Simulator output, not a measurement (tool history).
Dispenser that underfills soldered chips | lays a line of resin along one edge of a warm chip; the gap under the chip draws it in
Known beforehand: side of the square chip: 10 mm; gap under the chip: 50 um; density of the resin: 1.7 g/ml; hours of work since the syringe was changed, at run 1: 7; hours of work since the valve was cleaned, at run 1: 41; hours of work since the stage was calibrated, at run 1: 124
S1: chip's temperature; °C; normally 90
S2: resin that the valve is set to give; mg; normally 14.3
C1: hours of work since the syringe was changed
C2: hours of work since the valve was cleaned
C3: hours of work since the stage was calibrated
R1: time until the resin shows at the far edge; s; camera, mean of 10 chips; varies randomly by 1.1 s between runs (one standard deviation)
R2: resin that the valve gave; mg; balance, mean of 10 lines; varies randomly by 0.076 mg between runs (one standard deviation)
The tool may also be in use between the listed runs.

run  hour   S1    S2  C1   C2   C3     R1     R2
  1   0.0   90  14.3   7   41  124  150.9  14.11
      5.4  -- new syringe of resin
  2   8.7   90  14.3   3   48  130  118.2  13.98
  3  16.1   90  14.3   8   54  136  158.6  13.96
     20.3  -- new syringe of resin
  4  22.3   76  14.3   2   58  141  164.1  14.07
  5  29.9   76  14.3   7   64  147  226.8  13.97
  6  34.4   76  14.3  11   68  150  271.1  13.94
     35.7  -- new syringe of resin
  7  39.3   76  14.6   3   71  154  178.6  14.17
  8  43.2   76  14.6   6   74  157  209.9  14.18
     50.5  -- new syringe of resin
  9  50.5   76  14.6   0   80  162  153.5  14.15
 10  54.2   76  14.6   3   83  165  178.7  14.04
 11  57.8  100  18.5   6   85  168  105.4  17.92
 12  64.6   79  13.8  11   91  173  248.1  13.38
     65.7  -- new syringe of resin
 13  70.1   79  13.2   3   95  177  172.9  12.70
 14  77.7   98  17.0   9  101  183  136.7  16.34
     80.6  -- new syringe of resin
 15  85.6   88  16.0   4  107  189  132.0  15.31
 16  89.5   88  16.0   7  110  192  154.8  15.35
 17  93.2   88  16.0  10  113  195  184.7  15.28

Alternative continuations, all from the tool just after run 17; predict every row:
     95.7  -- new syringe of resin
  A  99.1   92  18.5   3  117  199   ?   ?
     95.7  -- new syringe of resin
  B  99.1  105  14.3   3  117  199   ?   ?
     95.7  -- new syringe of resin
  C  99.1  102  17.5   3  117  199   ?   ?

run     R1     R2
  A  109.5  17.72
  B   80.2  13.50
  C   83.8  16.82
Without the tool's unlogged condition, the same runs would have read:
run    R1     R2
  A  93.7  18.56
  B  68.6  14.16
  C  71.8  17.63

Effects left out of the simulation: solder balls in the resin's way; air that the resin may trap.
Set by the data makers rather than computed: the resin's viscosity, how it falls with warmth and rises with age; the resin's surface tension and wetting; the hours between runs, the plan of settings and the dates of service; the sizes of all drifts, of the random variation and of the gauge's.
